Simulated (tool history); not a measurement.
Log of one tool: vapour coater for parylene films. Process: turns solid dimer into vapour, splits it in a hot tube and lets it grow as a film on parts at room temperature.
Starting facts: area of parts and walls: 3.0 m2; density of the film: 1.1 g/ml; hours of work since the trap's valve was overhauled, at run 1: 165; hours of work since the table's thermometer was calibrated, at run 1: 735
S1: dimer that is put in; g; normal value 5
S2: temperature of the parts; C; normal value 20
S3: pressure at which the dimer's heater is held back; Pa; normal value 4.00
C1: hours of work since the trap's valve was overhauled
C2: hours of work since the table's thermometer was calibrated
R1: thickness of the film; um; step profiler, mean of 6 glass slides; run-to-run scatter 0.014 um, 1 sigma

run	hour	S1	S2	S3	C1	C2	R1
1	0.0	5	20	4.00	165	735	0.83
2	49.0	5	20	4.00	196	766	0.85
3	92.3	5	20	4.00	224	794	0.79
4	120.2	5	20	4.00	242	812	0.81
5	144.6	5	20	4.00	258	828	0.80
6	167.0	5	18	4.00	273	843	0.87
7	202.5	6	20	4.00	296	866	0.97
8	237.5	6	20	4.00	318	888	0.96
9	288.4	6	20	4.00	351	921	0.92
10	317.6	6	20	4.00	370	940	0.93
11	368.8	6	20	6.88	403	973	0.89
12	414.3	6	20	6.88	433	1003	0.87
13	443.1	6	20	6.88	451	1021	0.84
14	494.1	5	20	4.00	484	1054	0.76
15	532.3	2	20	4.00	509	1079	0.28
16	564.4	2	20	4.00	530	1100	0.33
# hour 570.7: trap's valve overhauled
17	608.4	2	20	4.00	24	1125	0.34
18	631.0	2	20	4.00	39	1140	0.33
19	659.8	5	18	4.00	58	1159	0.94
20	710.4	5	18	4.00	90	1191	0.91
21	757.4	5	18	4.00	121	1222	0.88
22	796.5	5	18	4.00	146	1247	0.90
23	818.7	5	22	4.00	160	1261	0.76
24	856.2	5	22	4.00	185	1286	0.74
25	898.0	5	20	8.61	212	1313	0.77
26	941.3	5	20	8.61	240	1341	0.73
27	965.1	5	12	3.11	255	1356	1.17
28	990.2	5	20	9.77	271	1372	0.73
29	1016.5	3	20	2.91	288	1389	0.50
30	1040.6	3	20	2.91	304	1405	0.50
31	1075.2	3	20	2.91	326	1427	0.48
32	1106.5	7	20	3.57	347	1448	1.10
33	1136.4	5	20	9.60	366	1467	0.75
34	1183.7	5	20	9.60	396	1497	0.69
35	1209.9	3	15	6.95	413	1514	0.57
36	1245.5	3	15	6.95	436	1537	0.53
37	1269.1	2	16	6.85	452	1553	0.34
38	1309.1	2	16	6.85	478	1579	0.36
39	1331.2	2	16	6.85	492	1593	0.35
40	1373.6	2	16	6.85	519	1620	0.35
# hour 1400.1: trap's valve overhauled
41	1413.5	4	20	8.11	9	1644	0.62
42	1463.8	4	20	8.11	41	1676	0.62
43	1509.0	5	15	4.00	70	1705	1.04
44	1539.9	5	20	2.31	90	1725	0.91
45	1590.4	5	20	2.38	123	1758	0.89
46	1641.0	3	18	5.29	156	1791	0.53
47	1682.9	3	18	5.29	183	1818	0.53

A few steps of R1 between consecutive runs. Split each: what settings, incoming material and random variation would produce without the hidden state, and what is left over for the hidden state, along with gauge scatter present in only one of the two compared results (measured, and without hidden state):
The tool's hidden condition here consists of: vapour lost through the trap's worn valve, %; true temperature of the parts over the reading, C; drift of the gauge itself on film_um, %.
Run 14 -> 15: S1 5 -> 2. R1 -0.48 um: hidden state +0.05, all else -0.53.
Run 18 -> 19: S1 2 -> 5, S2 20 -> 18. R1 +0.61 um: hidden state +0.00, all else +0.61.
Run 31 -> 32: S1 3 -> 7, S3 2.91 -> 3.57. R1 +0.62 um: hidden state -0.04, all else +0.66.
Run 40 -> 41: S1 2 -> 4, S2 16 -> 20, S3 6.85 -> 8.11, trap's valve overhauled. R1 +0.27 um: hidden state +0.06, all else +0.21.

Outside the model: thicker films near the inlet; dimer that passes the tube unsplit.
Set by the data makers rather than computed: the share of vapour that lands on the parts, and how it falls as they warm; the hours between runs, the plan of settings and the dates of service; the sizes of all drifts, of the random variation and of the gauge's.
